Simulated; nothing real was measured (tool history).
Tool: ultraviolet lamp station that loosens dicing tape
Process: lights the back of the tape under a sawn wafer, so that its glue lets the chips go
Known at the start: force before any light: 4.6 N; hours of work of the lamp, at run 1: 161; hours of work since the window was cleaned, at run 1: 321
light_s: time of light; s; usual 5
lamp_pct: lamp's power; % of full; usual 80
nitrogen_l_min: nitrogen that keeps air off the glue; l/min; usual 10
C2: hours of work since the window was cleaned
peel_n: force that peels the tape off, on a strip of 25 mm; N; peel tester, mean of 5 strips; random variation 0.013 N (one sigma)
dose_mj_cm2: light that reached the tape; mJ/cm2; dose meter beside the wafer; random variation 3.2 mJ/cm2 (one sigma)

Run 1, hour 0.0: usual settings; hours of work of the lamp 161; C2 321. Result: peel_n 0.760 N, dose_mj_cm2 419 mJ/cm2.
Run 2, hour 15.7: usual settings; hours of work of the lamp 170; C2 330. Result: peel_n 0.750 N, dose_mj_cm2 420 mJ/cm2.
Run 3, hour 30.4: usual settings; hours of work of the lamp 180; C2 340. Result: peel_n 0.795 N, dose_mj_cm2 417 mJ/cm2.
Run 4, hour 38.1: usual settings; hours of work of the lamp 184; C2 344. Result: peel_n 0.804 N, dose_mj_cm2 421 mJ/cm2.
Run 5, hour 51.4: usual settings; hours of work of the lamp 193; C2 353. Result: peel_n 0.775 N, dose_mj_cm2 416 mJ/cm2.
Run 6, hour 68.0: usual settings; hours of work of the lamp 203; C2 363. Result: peel_n 0.746 N, dose_mj_cm2 411 mJ/cm2.
Run 7, hour 76.6: usual settings; hours of work of the lamp 209; C2 369. Result: peel_n 0.814 N, dose_mj_cm2 410 mJ/cm2.
Run 8, hour 86.0: usual settings; hours of work of the lamp 215; C2 374. Result: peel_n 0.790 N, dose_mj_cm2 408 mJ/cm2.
Run 9, hour 101.8: usual settings; hours of work of the lamp 224; C2 384. Result: peel_n 0.791 N, dose_mj_cm2 410 mJ/cm2.
Run 10, hour 118.4: usual settings but light_s 7 s; hours of work of the lamp 235; C2 395. Result: peel_n 0.460 N, dose_mj_cm2 568 mJ/cm2.
Run 11, hour 126.3: usual settings but light_s 7 s, lamp_pct 96 % of full; hours of work of the lamp 240; C2 400. Result: peel_n 0.373 N, dose_mj_cm2 679 mJ/cm2.
Run 12, hour 135.5: usual settings but light_s 9 s; hours of work of the lamp 246; C2 405. Result: peel_n 0.341 N, dose_mj_cm2 724 mJ/cm2.
Run 13, hour 149.3: usual settings but light_s 9 s, nitrogen_l_min 4 l/min; hours of work of the lamp 254; C2 414. Result: peel_n 0.559 N, dose_mj_cm2 717 mJ/cm2.
Run 14, hour 157.4: usual settings but light_s 9 s, nitrogen_l_min 4 l/min; hours of work of the lamp 259; C2 419. Result: peel_n 0.587 N, dose_mj_cm2 719 mJ/cm2.
Run 15, hour 164.6: usual settings but light_s 9 s, nitrogen_l_min 4 l/min; hours of work of the lamp 264; C2 424. Result: peel_n 0.553 N, dose_mj_cm2 714 mJ/cm2.
Run 16, hour 181.7: usual settings but light_s 9 s, nitrogen_l_min 4 l/min; hours of work of the lamp 274; C2 434. Result: peel_n 0.561 N, dose_mj_cm2 714 mJ/cm2.
Run 17, hour 194.2: usual settings but light_s 9 s, nitrogen_l_min 4 l/min; hours of work of the lamp 282; C2 442. Result: peel_n 0.612 N, dose_mj_cm2 708 mJ/cm2.
Run 18, hour 209.2: usual settings but light_s 9 s, nitrogen_l_min 4 l/min; hours of work of the lamp 292; C2 452. Result: peel_n 0.590 N, dose_mj_cm2 698 mJ/cm2.
Run 19, hour 219.7: usual settings but light_s 9 s, nitrogen_l_min 4 l/min; hours of work of the lamp 298; C2 458. Result: peel_n 0.593 N, dose_mj_cm2 697 mJ/cm2.
Run 20, hour 233.0: usual settings but light_s 3 s, lamp_pct 61 % of full, nitrogen_l_min 8 l/min; hours of work of the lamp 307; C2 467. Result: peel_n 2.137 N, dose_mj_cm2 180 mJ/cm2.
Run 21, hour 246.0: usual settings but light_s 3 s, lamp_pct 61 % of full, nitrogen_l_min 8 l/min; hours of work of the lamp 315; C2 475. Result: peel_n 2.136 N, dose_mj_cm2 174 mJ/cm2.
Run 22, hour 259.6: usual settings but light_s 3 s, lamp_pct 61 % of full, nitrogen_l_min 8 l/min; hours of work of the lamp 323; C2 483. Result: peel_n 2.147 N, dose_mj_cm2 174 mJ/cm2.
At hour 270.0: window cleaned of glue's vapour.
Run 23, hour 271.7: usual settings but light_s 3 s, lamp_pct 61 % of full, nitrogen_l_min 8 l/min; hours of work of the lamp 331; C2 1. Result: peel_n 1.972 N, dose_mj_cm2 209 mJ/cm2.
Run 24, hour 278.9: usual settings but light_s 2 s, lamp_pct 91 % of full, nitrogen_l_min 4 l/min; hours of work of the lamp 335; C2 6. Result: peel_n 2.545 N, dose_mj_cm2 203 mJ/cm2.
Run 25, hour 292.5: usual settings but light_s 3 s, lamp_pct 76 % of full; hours of work of the lamp 344; C2 14. Result: peel_n 1.487 N, dose_mj_cm2 251 mJ/cm2.
Run 26, hour 302.4: usual settings but lamp_pct 76 % of full; hours of work of the lamp 350; C2 20. Result: peel_n 0.776 N, dose_mj_cm2 425 mJ/cm2.
Run 27, hour 316.9: usual settings but lamp_pct 65 % of full; hours of work of the lamp 359; C2 29. Result: peel_n 0.935 N, dose_mj_cm2 360 mJ/cm2.
Run 28, hour 325.7: usual settings but lamp_pct 72 % of full, nitrogen_l_min 12 l/min; hours of work of the lamp 364; C2 35. Result: peel_n 0.767 N, dose_mj_cm2 396 mJ/cm2.
Run 29, hour 338.4: usual settings but lamp_pct 64 % of full, nitrogen_l_min 3 l/min; hours of work of the lamp 372; C2 43. Result: peel_n 1.696 N, dose_mj_cm2 351 mJ/cm2.
Run 30, hour 352.8: usual settings but lamp_pct 64 % of full, nitrogen_l_min 3 l/min; hours of work of the lamp 381; C2 52. Result: peel_n 1.631 N, dose_mj_cm2 351 mJ/cm2.
Run 31, hour 368.4: usual settings but light_s 7 s, lamp_pct 68 % of full; hours of work of the lamp 391; C2 62. Result: peel_n 0.558 N, dose_mj_cm2 520 mJ/cm2.
Run 32, hour 377.3: usual settings but light_s 7 s, lamp_pct 68 % of full; hours of work of the lamp 397; C2 67. Result: peel_n 0.561 N, dose_mj_cm2 516 mJ/cm2.
Run 33, hour 388.8: usual settings but light_s 2 s, lamp_pct 95 % of full, nitrogen_l_min 14 l/min; hours of work of the lamp 404; C2 74. Result: peel_n 1.661 N, dose_mj_cm2 201 mJ/cm2.
Run 34, hour 397.1: usual settings but lamp_pct 72 % of full, nitrogen_l_min 6 l/min; hours of work of the lamp 409; C2 80. Result: peel_n 1.113 N, dose_mj_cm2 385 mJ/cm2.
Run 35, hour 407.7: usual settings but lamp_pct 72 % of full, nitrogen_l_min 6 l/min; hours of work of the lamp 416; C2 86. Result: peel_n 1.136 N, dose_mj_cm2 388 mJ/cm2.
Run 36, hour 422.3: usual settings but lamp_pct 72 % of full, nitrogen_l_min 6 l/min; hours of work of the lamp 425; C2 95. Result: peel_n 1.149 N, dose_mj_cm2 387 mJ/cm2.

How would selected steps in peel_n from run to run divide? Give the signed amount a tool lacking its hidden state would still show from settings, what came in and random variation, and the signed amount left for the hidden state, including any gauge scatter that is not in both of the compared results.
The tool's hidden condition here consists of: lamp's light, % of a new lamp's; light that the window lets through, % of a clean one's; drift of the gauge itself on peel_n, %; drift of the gauge itself on dose_mj_cm2, %.
Run 19 -> 20: light_s 9 -> 3, lamp_pct 80 -> 61, nitrogen_l_min 4 -> 8. peel_n +1.544 N: hidden state +0.194, all else +1.350.
Run 22 -> 23: window cleaned of glue's vapour. peel_n -0.175 N: hidden state -0.246, all else +0.071.
Run 30 -> 31: light_s 5 -> 7, lamp_pct 64 -> 68, nitrogen_l_min 3 -> 10. peel_n -1.073 N: hidden state -0.084, all else -0.989.
Run 32 -> 33: light_s 7 -> 2, lamp_pct 68 -> 95, nitrogen_l_min 10 -> 14. peel_n +1.100 N: hidden state +0.109, all else +0.991.

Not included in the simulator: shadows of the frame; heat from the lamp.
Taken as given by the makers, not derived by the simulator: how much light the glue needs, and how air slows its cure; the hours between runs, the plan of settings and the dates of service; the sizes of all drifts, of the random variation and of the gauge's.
